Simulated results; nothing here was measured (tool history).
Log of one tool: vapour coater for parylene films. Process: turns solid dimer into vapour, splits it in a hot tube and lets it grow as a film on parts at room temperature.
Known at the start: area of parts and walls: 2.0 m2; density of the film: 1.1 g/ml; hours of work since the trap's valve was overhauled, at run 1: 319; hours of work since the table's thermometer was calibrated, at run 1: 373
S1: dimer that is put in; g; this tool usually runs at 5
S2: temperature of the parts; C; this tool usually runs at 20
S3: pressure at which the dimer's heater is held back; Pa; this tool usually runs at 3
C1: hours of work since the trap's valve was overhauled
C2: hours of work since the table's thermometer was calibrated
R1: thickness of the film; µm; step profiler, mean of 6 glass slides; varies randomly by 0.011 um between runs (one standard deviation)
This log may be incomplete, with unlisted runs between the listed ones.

| run | hour | S1 | S2 | S3 | C1 | C2 | R1 |
|---|---|---|---|---|---|---|---|
| 1 | 0 | 5 | 20 | 3 | 319 | 373 | 1.76 |
| 2 | 10.3 | 5 | 20 | 3 | 326 | 380 | 1.79 |
| 3 | 30.5 | 5 | 20 | 3 | 340 | 394 | 1.77 |
| 4 | 46.8 | 5 | 20 | 3 | 351 | 406 | 1.77 |
| 5 | 64.2 | 5 | 20 | 3 | 363 | 418 | 1.76 |
| 6 | 76.4 | 5 | 17 | 3 | 371 | 426 | 1.85 |
| 7 | 87.9 | 5 | 17 | 3 | 379 | 434 | 1.87 |
| 8 | 108 | 5 | 20 | 3 | 393 | 448 | 1.79 |
| 9 | 125.5 | 5 | 20 | 3.49 | 405 | 460 | 1.74 |
| 10 | 137.4 | 3 | 20 | 3 | 413 | 468 | 1.07 |
| 11 | 156.3 | 5 | 26 | 3 | 426 | 481 | 1.6 |

Forecast run 12:
| 12 | 166 | 5 | 26 | 3 | 433 | 488 | ? |

R1: 1.62 µm
Were there no unlogged condition in the tool, this run, its random variation unchanged, would have produced R1 1.62 µm.
